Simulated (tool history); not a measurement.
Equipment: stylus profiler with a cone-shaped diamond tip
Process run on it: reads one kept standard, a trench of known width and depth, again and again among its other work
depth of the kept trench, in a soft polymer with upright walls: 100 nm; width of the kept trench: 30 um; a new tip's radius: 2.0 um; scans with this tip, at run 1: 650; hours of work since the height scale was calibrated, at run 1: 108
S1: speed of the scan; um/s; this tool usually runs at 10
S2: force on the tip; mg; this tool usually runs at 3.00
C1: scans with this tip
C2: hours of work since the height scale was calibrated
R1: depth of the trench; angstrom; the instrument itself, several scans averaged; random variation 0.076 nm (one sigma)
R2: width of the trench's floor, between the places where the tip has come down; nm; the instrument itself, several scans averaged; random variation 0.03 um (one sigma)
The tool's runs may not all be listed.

run	hour	S1	S2	C1	C2	R1	R2
1	0.0	10	3.00	650	108	1011.0	28590
2	48.7	10	3.00	773	128	1011.4	28650
3	110.7	10	3.00	930	154	1010.3	28650
4	173.5	10	3.00	1089	181	1010.2	28630
5	248.5	10	3.00	1278	212	1008.7	28620
6	304.9	10	1.95	1421	236	1009.4	28610
7	368.7	10	1.95	1582	263	1008.9	28560
8	430.3	10	1.95	1738	289	1007.2	28620
9	498.9	10	1.95	1911	317	1006.4	28570
10	559.3	10	3.00	2064	343	1011.2	28580
11	627.2	6	3.00	2236	371	1008.8	28560
12	668.2	10	3.00	2340	388	1010.3	28570
13	720.0	10	6.90	2471	410	1019.3	28580
14	785.6	10	6.90	2637	438	1017.5	28550
15	830.8	10	6.90	2751	457	1018.5	28590
16	870.2	10	4.91	2851	473	1012.6	28570
17	902.0	10	4.91	2931	487	1014.2	28530
18	936.0	10	3.21	3017	501	1008.7	28500
19	1001.8	10	3.21	3183	529	1010.0	28550
20	1052.0	10	3.21	3310	550	1010.1	28560
21	1112.7	10	3.21	3464	575	1009.0	28520
22	1165.3	32	7.65	3597	597	1019.6	28480
23	1236.7	6	1.84	3777	627	1006.2	28530
24	1297.6	39	1.37	3931	653	1003.9	28180
25	1334.9	8	4.40	4026	668	1011.9	28540
26	1384.4	2	3.62	4151	689	1010.9	28540
27	1445.7	2	3.62	4306	715	1009.5	28570
28	1484.3	2	3.62	4404	731	1009.3	28540
29	1536.9	16	2.91	4537	753	1008.1	28460
30	1592.1	2	5.17	4676	776	1013.2	28500
31	1631.3	33	5.17	4775	793	1011.9	28350
32	1675.9	18	3.00	4888	812	1007.3	28390
33	1753.4	18	3.00	5084	844	1007.2	28420
34	1829.6	18	3.00	5277	876	1007.7	28440
35	1880.7	6	3.00	5406	898	1007.6	28480
36	1935.4	7	4.68	5544	921	1009.5	28410
37	2002.6	7	4.68	5714	949	1011.6	28460
38	2044.0	5	1.83	5819	966	1004.1	28520
39	2093.2	10	1.06	5943	987	1002.0	28350
40	2137.5	6	2.16	6055	1005	1004.8	28420
41	2188.3	2	1.16	6184	1027	1002.4	28470
42	2223.5	2	1.16	6273	1042	999.8	28470

Alternative continuations, all from the tool just after run 42; predict every row:
A	2273.6	25	3.97	6400	1063	?	?
B	2273.6	15	5.15	6400	1063	?	?
C	2273.6	5	3.25	6400	1063	?	?
D	2273.6	9	3.00	6400	1063	?	?

run	R1	R2
A	1008.4	28300
B	1012.5	28410
C	1006.8	28430
D	1004.5	28350
Without the tool's hidden state the same runs would have given:
run	R1	R2
A	1013.3	28590
B	1017.4	28690
C	1011.6	28710
D	1009.3	28640

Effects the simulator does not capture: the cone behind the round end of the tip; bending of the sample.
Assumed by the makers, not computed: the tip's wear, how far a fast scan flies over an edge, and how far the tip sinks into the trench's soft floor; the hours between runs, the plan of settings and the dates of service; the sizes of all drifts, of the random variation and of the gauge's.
